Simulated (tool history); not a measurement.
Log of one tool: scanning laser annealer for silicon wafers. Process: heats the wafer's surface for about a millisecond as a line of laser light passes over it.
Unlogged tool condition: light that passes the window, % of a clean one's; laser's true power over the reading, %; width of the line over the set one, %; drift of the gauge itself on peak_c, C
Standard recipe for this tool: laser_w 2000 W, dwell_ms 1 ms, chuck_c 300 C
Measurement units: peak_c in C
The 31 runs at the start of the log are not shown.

run	hour	laser_w	dwell_ms	chuck_c	hours of work since the window was cleaned	hours of work since the power meter was calibrated	hours of work since the optics were aligned	peak_c
32	277.2	2006	0.81	277	72	200	213	1005
33	285.1	2006	0.81	277	78	206	218	1008
34	295.3	2006	0.81	277	85	213	225	1007
35	304.2	2000	1	319	91	220	232	1120
36	315.4	1896	1	266	99	227	240	1028
37	323.5	1724	1.15	266	105	233	245	1012
38	330.5	2057	0.95	262	110	238	250	1066
39	341.5	2057	0.95	262	118	246	258	1070
40	349.3	2123	0.85	272	123	251	264	1060

Predict each of these 5 candidate next runs independently; none follows another, all start after run 40:
A	359.6	1705	1	300	130	259	271	?
B	359.6	1796	0.85	272	130	259	271	?
C	359.6	1936	1	268	130	259	271	?
D	359.6	2000	1	262	130	259	271	?
E	359.6	2123	0.85	325	130	259	271	?

run	peak_c
A	990
B	939
C	1045
D	1063
E	1110
Without the tool's unlogged condition, the same runs would have read:
run	peak_c
A	990
B	939
C	1046
D	1064
E	1111
